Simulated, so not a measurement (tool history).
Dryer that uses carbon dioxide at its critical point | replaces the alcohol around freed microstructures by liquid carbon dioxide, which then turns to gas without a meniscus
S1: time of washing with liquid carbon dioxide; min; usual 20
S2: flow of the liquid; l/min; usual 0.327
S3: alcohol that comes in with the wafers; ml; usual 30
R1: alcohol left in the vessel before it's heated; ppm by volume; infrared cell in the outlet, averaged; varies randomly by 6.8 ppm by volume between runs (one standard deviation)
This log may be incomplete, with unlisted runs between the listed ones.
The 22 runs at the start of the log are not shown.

{"run": 23, "hour": 352.0, "S1": 29, "S2": 0.415, "S3": 69, "R1": 51}
{"run": 24, "hour": 364.9, "S1": 20, "S2": 0.206, "S3": 80, "R1": 5253}
{"run": 25, "hour": 378.6, "S1": 20, "S2": 0.465, "S3": 80, "R1": 154}
{"run": 26, "hour": 399.6, "S1": 20, "S2": 0.305, "S3": 60, "R1": 1012}
{"run": 27, "hour": 420.9, "S1": 23, "S2": 0.368, "S3": 21, "R1": 125}
{"run": 28, "hour": 434.4, "S1": 23, "S2": 0.368, "S3": 21, "R1": 107}
{"run": 29, "hour": 452.3, "S1": 20, "S2": 0.451, "S3": 30, "R1": 117}
{"run": 30, "hour": 471.0, "S1": 20, "S2": 0.451, "S3": 30, "R1": 110}
{"run": 31, "hour": 480.8, "S1": 20, "S2": 0.44, "S3": 23, "R1": 102}
{"run": 32, "hour": 491.2, "S1": 15, "S2": 0.327, "S3": 99, "R1": 3692}
{"run": 33, "hour": 511.9, "S1": 15, "S2": 0.327, "S3": 99, "R1": 3745}
{"run": 34, "hour": 522.1, "S1": 20, "S2": 0.364, "S3": 40, "R1": 355}

Branching from run 34: 3 alternative next runs. What would each branch give?
{"run": "A", "hour": 538.6, "S1": 20, "S2": 0.526, "S3": 58, "R1": "?"}
{"run": "B", "hour": 538.6, "S1": 20, "S2": 0.327, "S3": 44, "R1": "?"}
{"run": "C", "hour": 538.6, "S1": 20, "S2": 0.364, "S3": 33, "R1": "?"}

run=A R1=89
run=B R1=622
run=C R1=310
Take away the tool's hidden state, keep each run's random variation, and the runs would have read:
run=A R1=27
run=B R1=456
run=C R1=200

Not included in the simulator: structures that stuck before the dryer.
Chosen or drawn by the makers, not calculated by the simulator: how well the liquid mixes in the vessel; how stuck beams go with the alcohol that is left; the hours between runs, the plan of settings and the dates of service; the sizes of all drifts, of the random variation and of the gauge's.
